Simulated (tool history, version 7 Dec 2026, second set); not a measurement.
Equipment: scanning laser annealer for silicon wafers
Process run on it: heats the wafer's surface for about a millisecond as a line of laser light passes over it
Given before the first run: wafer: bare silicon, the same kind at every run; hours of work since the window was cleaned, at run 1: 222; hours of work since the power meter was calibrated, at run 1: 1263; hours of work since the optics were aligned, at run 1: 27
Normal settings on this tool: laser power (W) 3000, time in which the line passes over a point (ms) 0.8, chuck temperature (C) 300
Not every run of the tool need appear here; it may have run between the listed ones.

run   hour  laser power (W)  time in which the line passes over a point (ms)  chuck temperature (C)  hours of work since the window was cleaned  hours of work since the power meter was calibrated  hours of work since the optics were aligned  highest temperature of the surface (C)
  1      0             3000                                              0.8                    300                                         222                                                1263                                           27                                    1088
  2   88.1             3000                                              0.8                    300                                         270                                                1311                                           75                                    1083
  3    176             3000                                              0.8                    300                                         318                                                1358                                          123                                    1079
  4  269.2             3000                                              0.8                    300                                         369                                                1409                                          174                                    1070
     315.4  -- window over the wafer cleaned
  5  317.3             3000                                              0.8                    298                                           1                                                1434                                          199                                    1102
  6  359.7             3000                                              0.8                    298                                          24                                                1458                                          222                                    1103
  7  429.5             3000                                              0.8                    281                                          62                                                1496                                          260                                    1079
  8  488.2             3000                                              0.8                    316                                          94                                                1528                                          292                                    1109
  9  538.2             3000                                            0.627                    273                                         121                                                1555                                          320                                     981
 10  614.5             2720                                              0.8                    300                                         163                                                1596                                          361                                    1006
 11  679.6             2950                                            0.963                    283                                         198                                                1632                                          397                                    1115

Entry by entry between the runs, the difference in hidden state between the last listed run before and the first listed run after:
Run 4 -> run 5: window over the wafer cleaned (hour 315.4)
  light that passes the window, % of a clean one's: 96.31 -> 99.76; laser's true power over the reading, %: 0.69 -> 0.7; width of the line over the set one, %: 0.66 -> 0.74
  the result without the hidden state subtracted from the measured one, highest temperature of the surface (C): -31 -> +0
